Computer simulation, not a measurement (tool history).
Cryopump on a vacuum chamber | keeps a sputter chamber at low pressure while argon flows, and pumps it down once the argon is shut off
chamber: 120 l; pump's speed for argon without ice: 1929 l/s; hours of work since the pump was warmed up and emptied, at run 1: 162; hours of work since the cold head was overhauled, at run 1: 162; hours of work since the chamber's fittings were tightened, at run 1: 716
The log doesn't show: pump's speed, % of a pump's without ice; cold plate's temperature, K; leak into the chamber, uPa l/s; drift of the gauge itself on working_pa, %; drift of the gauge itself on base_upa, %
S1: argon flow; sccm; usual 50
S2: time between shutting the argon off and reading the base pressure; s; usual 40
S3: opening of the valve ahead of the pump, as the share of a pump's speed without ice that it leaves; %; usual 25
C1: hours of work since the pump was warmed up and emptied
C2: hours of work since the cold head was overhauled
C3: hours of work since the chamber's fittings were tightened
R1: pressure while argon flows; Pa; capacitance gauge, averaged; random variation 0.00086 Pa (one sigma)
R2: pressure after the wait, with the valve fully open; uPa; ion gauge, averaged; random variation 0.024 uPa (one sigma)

run	hour	S1	S2	S3	C1	C2	C3	R1	R2
1	0.0	50	40	25	162	162	716	0.1766	1.02
2	17.2	50	40	26	174	174	728	0.1699	1.01
3	33.6	50	40	26	185	185	740	0.1728	1.00
4	43.3	50	40	26	192	192	747	0.1716	1.02
5	60.1	50	40	25	204	204	759	0.1782	1.06
6	77.1	50	40	25	216	216	771	0.1785	1.06
7	93.3	50	40	25	228	228	782	0.1781	1.07
8	101.1	50	40	25	233	233	788	0.1790	1.05
9	117.2	50	40	25	244	244	799	0.1800	1.04
10	131.2	50	40	25	254	254	809	0.1799	1.09
11	140.2	31	87	15	261	261	815	0.1852	0.64
12	149.3	28	25	15	267	267	822	0.1655	1.46
13	157.0	41	22	24	273	273	827	0.1546	1.63
14	172.5	41	22	24	284	284	838	0.1531	1.63
15	182.4	50	188	60	291	291	845	0.0759	0.47
16	192.6	50	188	60	298	298	852	0.0787	0.49
17	206.2	50	188	60	307	307	862	0.0779	0.49

Forecast each of these 3 alternatives for the next run:
A	217.5	50	40	41	315	315	870	?	?
B	217.5	34	30	18	315	315	870	?	?
C	217.5	72	234	60	315	315	870	?	?

run	R1	R2
A	0.1122	1.05
B	0.1692	1.28
C	0.1132	0.50
Without the tool's hidden state the same runs would have given:
run	R1	R2
A	0.1070	0.87
B	0.1656	1.11
C	0.1056	0.33

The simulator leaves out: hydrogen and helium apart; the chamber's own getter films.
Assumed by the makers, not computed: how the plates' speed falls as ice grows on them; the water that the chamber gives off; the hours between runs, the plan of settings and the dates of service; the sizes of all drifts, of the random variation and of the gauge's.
